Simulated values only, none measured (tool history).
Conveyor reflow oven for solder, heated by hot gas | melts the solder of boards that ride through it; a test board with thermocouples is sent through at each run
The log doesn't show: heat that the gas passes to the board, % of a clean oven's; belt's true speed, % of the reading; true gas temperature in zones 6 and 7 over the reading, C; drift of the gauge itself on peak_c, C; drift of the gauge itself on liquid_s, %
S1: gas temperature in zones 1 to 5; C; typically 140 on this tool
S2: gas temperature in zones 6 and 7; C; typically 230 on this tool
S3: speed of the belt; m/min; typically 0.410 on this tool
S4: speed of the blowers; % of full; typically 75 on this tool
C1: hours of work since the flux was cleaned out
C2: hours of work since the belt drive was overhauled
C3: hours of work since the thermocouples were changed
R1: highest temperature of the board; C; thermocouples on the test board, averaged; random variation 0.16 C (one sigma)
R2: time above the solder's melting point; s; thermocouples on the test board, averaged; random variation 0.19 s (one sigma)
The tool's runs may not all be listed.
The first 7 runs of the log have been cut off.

{"run": 8, "hour": 84.1, "S1": 140, "S2": 230, "S3": 0.41, "S4": 65, "C1": 43, "C2": 224, "C3": 533, "R1": 208.7, "R2": 56.7}
{"run": 9, "hour": 94.6, "S1": 140, "S2": 230, "S3": 0.41, "S4": 75, "C1": 51, "C2": 232, "C3": 541, "R1": 212.6, "R2": 61.6}
{"run": 10, "hour": 110.8, "S1": 140, "S2": 230, "S3": 0.483, "S4": 75, "C1": 63, "C2": 245, "C3": 554, "R1": 206.6, "R2": 45.1}
{"run": 11, "hour": 120.1, "S1": 140, "S2": 230, "S3": 0.483, "S4": 75, "C1": 70, "C2": 252, "C3": 561, "R1": 206.6, "R2": 44.7}
{"run": 12, "hour": 133.3, "S1": 140, "S2": 230, "S3": 0.41, "S4": 62, "C1": 81, "C2": 262, "C3": 571, "R1": 207.6, "R2": 54.3}
{"run": 13, "hour": 142.0, "S1": 128, "S2": 230, "S3": 0.41, "S4": 62, "C1": 87, "C2": 269, "C3": 578, "R1": 204.7, "R2": 45.5}
{"run": 14, "hour": 151.2, "S1": 128, "S2": 230, "S3": 0.41, "S4": 62, "C1": 94, "C2": 276, "C3": 585, "R1": 204.5, "R2": 45.6}
{"run": 15, "hour": 164.4, "S1": 128, "S2": 230, "S3": 0.41, "S4": 62, "C1": 104, "C2": 286, "C3": 595, "R1": 204.5, "R2": 45.6}
{"run": 16, "hour": 176.2, "S1": 140, "S2": 230, "S3": 0.399, "S4": 75, "C1": 114, "C2": 295, "C3": 604, "R1": 213.3, "R2": 63.7}
{"run": 17, "hour": 188.5, "S1": 134, "S2": 230, "S3": 0.399, "S4": 75, "C1": 123, "C2": 304, "C3": 614, "R1": 211.7, "R2": 60.0}
{"run": 18, "hour": 196.5, "S1": 134, "S2": 229, "S3": 0.341, "S4": 75, "C1": 129, "C2": 311, "C3": 620, "R1": 216.0, "R2": 77.0}
{"run": 19, "hour": 214.2, "S1": 140, "S2": 224, "S3": 0.41, "S4": 53, "C1": 143, "C2": 324, "C3": 633, "R1": 198.6, "R2": 39.2}
{"run": 20, "hour": 232.5, "S1": 140, "S2": 224, "S3": 0.41, "S4": 53, "C1": 157, "C2": 338, "C3": 647, "R1": 198.3, "R2": 39.2}
{"run": 21, "hour": 249.4, "S1": 140, "S2": 224, "S3": 0.41, "S4": 53, "C1": 170, "C2": 351, "C3": 660, "R1": 198.7, "R2": 39.5}
{"run": 22, "hour": 264.2, "S1": 140, "S2": 238, "S3": 0.425, "S4": 71, "C1": 181, "C2": 363, "C3": 672, "R1": 215.6, "R2": 61.4}
{"run": 23, "hour": 282.1, "S1": 140, "S2": 230, "S3": 0.41, "S4": 75, "C1": 195, "C2": 376, "C3": 686, "R1": 211.6, "R2": 60.4}
{"hour": 293.6, "done": "flux residue cleaned out of gas plates and filters"}
{"run": 24, "hour": 299.9, "S1": 150, "S2": 235, "S3": 0.41, "S4": 75, "C1": 5, "C2": 386, "C3": 695, "R1": 219.6, "R2": 73.0}
{"run": 25, "hour": 316.5, "S1": 150, "S2": 235, "S3": 0.41, "S4": 75, "C1": 18, "C2": 399, "C3": 708, "R1": 219.7, "R2": 73.0}

Expected results for the next run?
{"run": 26, "hour": 332.3, "S1": 140, "S2": 235, "S3": 0.41, "S4": 64, "C1": 30, "C2": 411, "C3": 720, "R1": "?", "R2": "?"}

R1: 213.6 C
R2: 61.4 s
Take away the tool's hidden state, keep the run-to-run variation as it was, and the same run would have given R1 211.9 C, R2 59.2 s.
